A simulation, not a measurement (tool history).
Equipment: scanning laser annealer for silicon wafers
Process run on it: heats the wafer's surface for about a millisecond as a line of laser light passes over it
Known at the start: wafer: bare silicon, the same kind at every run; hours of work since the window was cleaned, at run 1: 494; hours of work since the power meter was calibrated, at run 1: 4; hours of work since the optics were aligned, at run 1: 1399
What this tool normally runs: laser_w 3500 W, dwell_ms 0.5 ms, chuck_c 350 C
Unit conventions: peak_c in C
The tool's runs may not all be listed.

run	hour	laser_w	dwell_ms	chuck_c	hours of work since the window was cleaned	hours of work since the power meter was calibrated	hours of work since the optics were aligned	peak_c
1	0.0	3500	0.5	350	494	4	1399	1044
2	37.7	3538	0.5	350	512	22	1418	1048
3	58.4	3500	0.5	350	522	32	1428	1040
4	82.9	3500	0.5	350	534	44	1440	1043
# hour 96.7: window over the wafer cleaned
5	118.1	3500	0.5	350	10	60	1456	1065
6	154.8	3500	0.5	350	28	78	1474	1063
7	189.1	3502	0.5	350	45	95	1491	1066
8	211.5	3502	0.5	350	56	106	1502	1065
9	236.3	3500	0.5	350	68	118	1514	1064
10	254.8	3500	0.5	350	77	127	1523	1064
# hour 270.7: optics aligned, line set to its width
11	289.2	3500	0.5	350	91	141	9	1076
12	323.2	3500	0.5	350	108	158	26	1070
13	346.0	3500	0.5	350	119	169	37	1072
14	373.2	3500	0.5	350	132	182	50	1071
15	406.1	3500	0.5	350	148	198	66	1069
16	424.5	3466	0.5	350	157	207	75	1062

Predict the results of run 17:
17	447.9	3227	0.5	350	169	219	86	?

{"run 17": {"peak_c": 1013}}
With the hidden condition absent and the run-to-run variation left alone, this run would have shown peak_c 1023 C.

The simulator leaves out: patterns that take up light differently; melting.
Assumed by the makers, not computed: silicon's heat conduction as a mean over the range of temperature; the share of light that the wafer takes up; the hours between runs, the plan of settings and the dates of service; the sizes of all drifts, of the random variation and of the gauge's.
